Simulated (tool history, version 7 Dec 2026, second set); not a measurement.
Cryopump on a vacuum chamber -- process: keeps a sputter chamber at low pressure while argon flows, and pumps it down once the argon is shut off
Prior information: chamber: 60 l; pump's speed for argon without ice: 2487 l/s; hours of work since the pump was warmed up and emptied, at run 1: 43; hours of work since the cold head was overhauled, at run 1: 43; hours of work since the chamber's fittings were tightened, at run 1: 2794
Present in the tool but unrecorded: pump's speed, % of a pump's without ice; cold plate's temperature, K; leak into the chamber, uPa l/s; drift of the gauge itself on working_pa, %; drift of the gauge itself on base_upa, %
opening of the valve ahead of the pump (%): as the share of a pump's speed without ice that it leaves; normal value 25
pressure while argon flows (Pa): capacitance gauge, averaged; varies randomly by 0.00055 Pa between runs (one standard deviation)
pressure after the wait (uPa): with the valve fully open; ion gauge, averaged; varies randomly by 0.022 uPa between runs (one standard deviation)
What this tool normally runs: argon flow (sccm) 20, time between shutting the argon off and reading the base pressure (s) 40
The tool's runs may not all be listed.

run,hour,argon flow (sccm),time between shutting the argon off and reading the base pressure (s),opening of the valve ahead of the pump (%),hours of work since the pump was warmed up and emptied,hours of work since the cold head was overhauled,hours of work since the chamber's fittings were tightened,pressure while argon flows (Pa),pressure after the wait (uPa)
1,0,20,40,25,43,43,2794,0.055,0.75
2,19.8,20,174,25,55,55,2806,0.0554,0.39
3,48.1,20,40,25,72,72,2822,0.0554,0.82
4,68.1,20,40,25,83,83,2834,0.054,0.78
5,82.3,20,40,25,92,92,2842,0.0552,0.85
6,110.4,20,40,25,108,108,2859,0.0558,0.81
7,127.3,20,71,25,118,118,2869,0.0568,0.61
8,148.3,31,40,25,131,131,2881,0.0871,0.83
9,174.5,8,110,18,146,146,2897,0.0306,0.49
10,204.3,8,110,18,164,164,2914,0.0302,0.54
11,221,8,28,21,174,174,2924,0.027,1.08
12,249.1,8,28,21,190,190,2941,0.0272,1.1
13,267.5,20,48,22,201,201,2952,0.0644,0.75
14,292.8,20,48,22,216,216,2967,0.0659,0.77

5 ways to go on from here, each from the tool as it stands after run 14. What would each give?
A,314,16,98,18,228,228,2979,?,?
B,314,20,92,22,228,228,2979,?,?
C,314,20,300,22,228,228,2979,?,?
D,314,29,40,38,228,228,2979,?,?
E,314,35,40,25,228,228,2979,?,?

run,pressure while argon flows (Pa),pressure after the wait (uPa)
A,0.0634,0.57
B,0.0646,0.6
C,0.0647,0.41
D,0.0578,0.84
E,0.1016,0.87
The same runs, with their run-to-run variation unchanged, on a tool lacking any hidden condition would have given:
run,pressure while argon flows (Pa),pressure after the wait (uPa)
A,0.0604,0.35
B,0.0609,0.38
C,0.061,0.19
D,0.0523,0.62
E,0.0951,0.65
